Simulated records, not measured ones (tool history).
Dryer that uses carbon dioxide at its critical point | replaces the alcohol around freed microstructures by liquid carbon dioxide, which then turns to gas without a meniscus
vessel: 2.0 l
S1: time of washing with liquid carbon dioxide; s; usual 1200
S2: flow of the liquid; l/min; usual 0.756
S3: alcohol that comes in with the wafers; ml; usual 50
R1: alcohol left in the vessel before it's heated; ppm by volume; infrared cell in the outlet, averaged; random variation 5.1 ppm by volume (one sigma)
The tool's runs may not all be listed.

| run | hour | S1 | S2 | S3 | R1 |
|---|---|---|---|---|---|
| 1 | 0 | 1200 | 0.756 | 50 | 182 |
| 2 | 5.9 | 1200 | 0.756 | 50 | 179 |
|  | 7.8 | inlet filter changed |
| 3 | 21 | 1200 | 0.756 | 50 | 94 |
| 4 | 33.9 | 1200 | 0.756 | 50 | 104 |
| 5 | 44.5 | 1200 | 0.756 | 50 | 116 |
| 6 | 57.3 | 1200 | 0.756 | 50 | 107 |
| 7 | 66.1 | 1200 | 0.467 | 50 | 647 |
| 8 | 79.7 | 1740 | 0.756 | 50 | 59 |
| 9 | 93.7 | 780 | 0.756 | 50 | 580 |
| 10 | 100.6 | 1680 | 0.571 | 115 | 173 |
| 11 | 106.5 | 1680 | 0.929 | 63 | 59 |
| 12 | 114.1 | 1680 | 0.929 | 63 | 55 |
| 13 | 124.8 | 1380 | 0.828 | 63 | 85 |
| 14 | 139 | 780 | 0.756 | 73 | 918 |
| 15 | 150.5 | 1320 | 1.079 | 73 | 73 |
| 16 | 159.8 | 1140 | 0.684 | 20 | 137 |
| 17 | 170.8 | 1140 | 0.684 | 20 | 143 |

3 ways to go on from here, each from the tool as it stands after run 17. What would each give?
| A | 181.8 | 1200 | 1.174 | 50 | ? |
| B | 181.8 | 900 | 0.684 | 20 | ? |
| C | 181.8 | 1140 | 0.83 | 37 | ? |

| run | R1 |
|---|---|
| A | 73 |
| B | 282 |
| C | 118 |
Without the tool's hidden state the same runs would have given:
| run | R1 |
|---|---|
| A | 7 |
| B | 140 |
| C | 31 |

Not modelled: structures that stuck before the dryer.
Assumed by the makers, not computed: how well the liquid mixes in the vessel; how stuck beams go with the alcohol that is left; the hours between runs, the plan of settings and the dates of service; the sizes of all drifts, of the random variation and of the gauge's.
